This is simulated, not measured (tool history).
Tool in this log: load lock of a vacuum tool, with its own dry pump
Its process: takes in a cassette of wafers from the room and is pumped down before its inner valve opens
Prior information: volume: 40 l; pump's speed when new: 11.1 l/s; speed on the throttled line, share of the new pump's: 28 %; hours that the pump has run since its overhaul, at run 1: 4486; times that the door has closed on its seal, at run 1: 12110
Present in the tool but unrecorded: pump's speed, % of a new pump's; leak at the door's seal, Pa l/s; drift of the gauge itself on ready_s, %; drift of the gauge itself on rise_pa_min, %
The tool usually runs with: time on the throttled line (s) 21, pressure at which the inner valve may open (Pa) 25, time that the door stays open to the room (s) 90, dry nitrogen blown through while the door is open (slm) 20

run,day,time on the throttled line (s),pressure at which the inner valve may open (Pa),time that the door stays open to the room (s),dry nitrogen blown through while the door is open (slm),hours that the pump has run since its overhaul,times that the door has closed on its seal,"incoming humidity of the room's air, %",time from the closed door until the inner valve may open (s),rise of the pressure with all valves shut (Pa/min)
1,0.000,21,25,90,20,4486,12110,44.9,46.9,0.084
2,8.921,21,25,90,21,4700,12342,46.0,46.0,0.078
3,24.029,21,25,90,21,5062,12734,44.8,46.5,0.080
4,39.279,21,25,62,21,5428,13129,44.9,46.6,0.083
5,50.971,21,25,90,20,5709,13432,45.0,46.6,0.087
6,66.529,21,25,90,20,6082,13836,44.2,47.5,0.088
7,78.388,21,25,90,18,6367,14143,44.2,47.1,0.089
8,92.462,21,25,90,18,6705,14508,45.5,47.0,0.094
9,102.150,21,25,90,20,6937,14760,45.5,46.2,0.097
10,112.442,21,25,90,28,7184,15026,44.8,47.5,0.091
11,121.121,21,22,30,20,7393,15252,41.8,47.8,0.091
12,132.342,21,25,90,5,7662,15543,47.8,47.5,0.124

What does the tool deliver on the next run?
13,149.467,21,25,90,5,8073,15987,49.8,?,?

{"run 13": {"time from the closed door until the inner valve may open (s)": 47.5, "rise of the pressure with all valves shut (Pa/min)": 0.128}}
With no hidden state in the tool, this same run would have given time from the closed door until the inner valve may open (s) 45.5, rise of the pressure with all valves shut (Pa/min) 0.048.

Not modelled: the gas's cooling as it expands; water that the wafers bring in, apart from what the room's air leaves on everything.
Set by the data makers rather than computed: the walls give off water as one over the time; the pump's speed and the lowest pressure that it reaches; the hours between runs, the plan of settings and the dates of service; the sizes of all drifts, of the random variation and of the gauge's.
